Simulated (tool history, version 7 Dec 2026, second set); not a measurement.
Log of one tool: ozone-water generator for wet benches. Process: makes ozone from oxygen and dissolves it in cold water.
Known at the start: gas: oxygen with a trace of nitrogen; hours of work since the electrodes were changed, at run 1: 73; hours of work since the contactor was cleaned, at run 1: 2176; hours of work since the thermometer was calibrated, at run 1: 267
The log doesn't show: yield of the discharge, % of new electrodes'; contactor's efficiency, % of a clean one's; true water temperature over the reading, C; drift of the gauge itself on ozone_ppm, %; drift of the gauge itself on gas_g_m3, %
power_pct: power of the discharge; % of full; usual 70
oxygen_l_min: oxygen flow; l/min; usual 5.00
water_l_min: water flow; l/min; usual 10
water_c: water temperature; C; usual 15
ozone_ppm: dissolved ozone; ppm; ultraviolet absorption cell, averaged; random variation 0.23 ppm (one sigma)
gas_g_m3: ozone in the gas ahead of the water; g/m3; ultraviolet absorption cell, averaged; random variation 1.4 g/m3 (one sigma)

run	hour	power_pct	oxygen_l_min	water_l_min	water_c	hours of work since the electrodes were changed	hours of work since the contactor was cleaned	hours of work since the thermometer was calibrated	ozone_ppm	gas_g_m3
1	0.0	70	5.00	10	15	73	2176	267	34.2	256.0
2	19.5	70	4.97	10	15	88	2191	282	34.4	257.5
3	51.9	70	4.97	10	15	112	2215	306	33.6	255.4
4	81.0	70	8.74	10	15	134	2237	328	30.0	187.7
5	112.7	70	5.00	10	15	158	2261	352	34.2	255.3
6	147.7	70	5.00	10	15	184	2287	379	34.3	257.5
7	181.5	70	5.00	10	15	210	2313	404	34.1	255.7
8	203.4	70	5.00	10	15	226	2329	420	33.8	256.4
9	224.7	70	5.00	10	15	242	2345	437	33.8	255.6
10	257.5	70	5.00	10	15	267	2370	461	33.9	256.7
11	292.0	70	5.00	13	15	293	2396	487	27.6	256.8
12	322.4	75	5.00	10	15	316	2419	510	35.7	271.0
13	341.6	70	5.00	9	15	330	2433	525	37.2	254.6
14	358.9	70	5.00	9	15	343	2446	538	36.8	258.7
15	390.1	70	4.66	10	15	367	2470	561	34.4	268.8
16	420.8	70	4.66	10	15	390	2493	584	34.6	268.9
17	439.0	70	4.66	10	15	404	2507	598	34.3	263.6
18	472.8	51	4.25	8	15	429	2532	623	32.7	225.6
19	502.1	51	4.25	14	18	451	2554	645	19.8	222.5
20	523.9	42	5.64	13	8	468	2571	662	21.1	167.1
21	552.3	51	3.23	14	19	489	2592	683	19.4	260.2
22	585.1	90	3.23	14	19	514	2617	708	30.2	395.8
23	614.7	99	4.30	10	15	536	2639	730	44.5	362.4
24	645.5	42	3.43	10	11	559	2662	753	25.6	217.4
25	662.6	42	3.43	10	11	572	2675	766	25.3	221.8
26	696.1	42	3.43	10	11	597	2700	792	25.7	221.1

The next listed run, before its measurement:
27	722.0	42	5.05	14	13	617	2720	811	?	?

ozone_ppm: 18.3 ppm
gas_g_m3: 180.3 g/m3
Without the tool's hidden state the same run would have given ozone_ppm 18.3 ppm, gas_g_m3 176.8 g/m3.
